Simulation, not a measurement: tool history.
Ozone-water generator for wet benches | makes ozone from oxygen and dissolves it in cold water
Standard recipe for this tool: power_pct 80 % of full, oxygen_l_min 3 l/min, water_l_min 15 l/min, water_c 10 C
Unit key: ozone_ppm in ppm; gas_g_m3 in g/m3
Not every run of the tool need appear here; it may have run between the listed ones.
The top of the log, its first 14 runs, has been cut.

run	hour	power_pct	oxygen_l_min	water_l_min	water_c	ozone_ppm	gas_g_m3
15	583.1	80	3	15	10	21.9	209.9
16	631.2	80	3	15	11	21.3	209.4
17	674.9	80	3	12	10	26.5	210.9
18	737.4	80	2.99	21	8	16.1	210.1
19	776.9	68	2.45	15	16	17	199.2
20	833.5	68	2.45	15	16	16.6	196.6
# hour 842.5: water thermometer calibrated
21	875.4	68	2.45	15	16	16.8	198.4
22	914.6	68	2.45	15	16	16.9	200.1
23	964.4	80	4.14	22	14	16.2	186.4
24	1002.9	78	2.15	21	9	13.6	234.3
25	1057.7	63	3	15	9	17.8	174.4
26	1107.3	63	3	15	9	18.3	174
27	1166.2	63	3	15	9	18.1	174.5
28	1212	63	3	15	9	18.5	174.7
29	1250	80	4.76	11	18	26.3	178.7
30	1300	80	4.76	11	18	26.5	179.6
31	1362.1	82	4.23	20	10	19.3	188.4
32	1418	44	2.74	14	6	14.4	135.4
33	1472.5	44	2.74	14	6	14.2	136

3 options for the next run, each taken on its own from the tool as it stands now. Forecast them:
A	1504.9	69	2.74	14	6	?	?
B	1504.9	54	3	13	13	?	?
C	1504.9	44	2.74	9	6	?	?

run	ozone_ppm	gas_g_m3
A	20.8	192.7
B	17.3	155
C	21.1	135.3
With the hidden condition removed and each run's random variation left untouched, the same runs would have given:
run	ozone_ppm	gas_g_m3
A	20.9	192.8
B	17.3	155.1
C	21.1	135.3
